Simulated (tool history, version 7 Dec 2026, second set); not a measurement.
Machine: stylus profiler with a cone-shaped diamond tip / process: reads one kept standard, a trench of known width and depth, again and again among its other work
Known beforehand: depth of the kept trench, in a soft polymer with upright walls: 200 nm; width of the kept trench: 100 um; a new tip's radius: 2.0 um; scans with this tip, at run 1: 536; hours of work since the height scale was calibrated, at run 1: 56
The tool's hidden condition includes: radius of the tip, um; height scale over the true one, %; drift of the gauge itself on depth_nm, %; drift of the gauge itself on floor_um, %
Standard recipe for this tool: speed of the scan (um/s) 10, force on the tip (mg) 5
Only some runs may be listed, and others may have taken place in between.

| run | day | speed of the scan (um/s) | force on the tip (mg) | scans with this tip | hours of work since the height scale was calibrated | depth of the trench (angstrom) | width of the trench's floor (µm) |
|---|---|---|---|---|---|---|---|
| 1 | 0 | 10 | 5 | 536 | 56 | 2018.1 | 98.19 |
| 2 | 0.829 | 10 | 5 | 633 | 66 | 2017.1 | 98.15 |
| 3 | 1.292 | 10 | 2.33 | 686 | 71 | 2011 | 98.12 |
| 4 | 1.917 | 10 | 13.92 | 759 | 79 | 2034.1 | 98.18 |
| 5 | 2.808 | 10 | 13.92 | 863 | 90 | 2033.9 | 98.23 |
| 6 | 3.683 | 10 | 13.92 | 964 | 100 | 2034.5 | 98.19 |
| 7 | 4.496 | 10 | 4.86 | 1059 | 110 | 2017.9 | 98.21 |
| 8 | 5.621 | 10 | 4.86 | 1189 | 124 | 2018.7 | 98.18 |
| 9 | 6.742 | 10 | 2.52 | 1320 | 137 | 2013.5 | 98.16 |
| 10 | 7.329 | 10 | 2.52 | 1388 | 144 | 2010.6 | 98.15 |
| 11 | 8.138 | 10 | 2.52 | 1482 | 154 | 2012.5 | 98.18 |
| 12 | 9.196 | 39 | 2.52 | 1605 | 167 | 2012.3 | 98.01 |
| 13 | 9.962 | 23 | 5 | 1694 | 176 | 2019.5 | 98.18 |
| 14 | 10.875 | 23 | 5 | 1800 | 187 | 2018.6 | 98.15 |
| 15 | 11.408 | 23 | 5 | 1862 | 193 | 2018.1 | 98.1 |
|  | 11.5 | height scale calibrated on a step standard |
| 16 | 12.458 | 5 | 5 | 1982 | 12 | 2020.3 | 98.22 |
| 17 | 13.292 | 5 | 5 | 2078 | 22 | 2018.8 | 98.15 |
| 18 | 14.167 | 17 | 5 | 2180 | 32 | 2019.7 | 98.18 |
| 19 | 14.946 | 3 | 5 | 2271 | 42 | 2018.9 | 98.13 |
| 20 | 15.633 | 3 | 5 | 2351 | 50 | 2022 | 98.2 |
| 21 | 16.175 | 3 | 5 | 2414 | 56 | 2020.1 | 98.21 |
|  | 16.575 | height scale calibrated on a step standard, once more |
| 22 | 16.975 | 3 | 5 | 2504 | 5 | 2019.2 | 98.2 |
| 23 | 17.929 | 20 | 5 | 2615 | 16 | 2015.7 | 98.1 |
| 24 | 18.492 | 20 | 5 | 2680 | 23 | 2017.5 | 98.13 |
| 25 | 19.175 | 11 | 7.25 | 2759 | 31 | 2024.5 | 98.19 |
| 26 | 20.092 | 11 | 7.25 | 2866 | 42 | 2022.7 | 98.19 |
| 27 | 20.962 | 14 | 2.32 | 2967 | 53 | 2011.3 | 98.12 |
| 28 | 21.771 | 14 | 2.32 | 3061 | 63 | 2011.3 | 98.06 |
| 29 | 22.346 | 14 | 2.32 | 3128 | 70 | 2011.6 | 98.08 |
| 30 | 22.883 | 6 | 2.17 | 3191 | 76 | 2010.4 | 98.09 |
| 31 | 23.629 | 4 | 3.07 | 3277 | 85 | 2015 | 98.14 |
| 32 | 24.346 | 11 | 6.65 | 3361 | 94 | 2019.9 | 98.12 |
| 33 | 24.8 | 15 | 4.76 | 3413 | 99 | 2017.3 | 98.09 |
| 34 | 25.712 | 12 | 2.79 | 3519 | 110 | 2013.9 | 98.14 |
| 35 | 26.442 | 35 | 3.52 | 3604 | 119 | 2014.4 | 98.03 |
| 36 | 27.55 | 18 | 7.8 | 3733 | 133 | 2024.3 | 98.1 |
| 37 | 28.421 | 18 | 7.8 | 3834 | 143 | 2025.2 | 98.11 |
| 38 | 28.883 | 18 | 7.8 | 3888 | 149 | 2024.8 | 98.13 |
| 39 | 30 | 7 | 1.75 | 4018 | 162 | 2012.8 | 98.14 |
| 40 | 31.083 | 2 | 4.99 | 4143 | 175 | 2018.2 | 98.12 |
| 41 | 31.621 | 2 | 4.99 | 4206 | 182 | 2020 | 98.15 |

Each row is a separate what-if for the run after 41, all from the same tool condition, not one after another. Results?
| A | 32.338 | 7 | 1.72 | 4289 | 190 | ? | ? |
| B | 32.338 | 10 | 4.63 | 4289 | 190 | ? | ? |
| C | 32.338 | 16 | 4.43 | 4289 | 190 | ? | ? |

| run | depth of the trench (angstrom) | width of the trench's floor (µm) |
|---|---|---|
| A | 2009.4 | 98.11 |
| B | 2018.5 | 98.11 |
| C | 2017.4 | 98.08 |
What these runs would have given with no unlogged condition in the tool:
| run | depth of the trench (angstrom) | width of the trench's floor (µm) |
|---|---|---|
| A | 2007.2 | 98.22 |
| B | 2016.2 | 98.21 |
| C | 2015.1 | 98.18 |
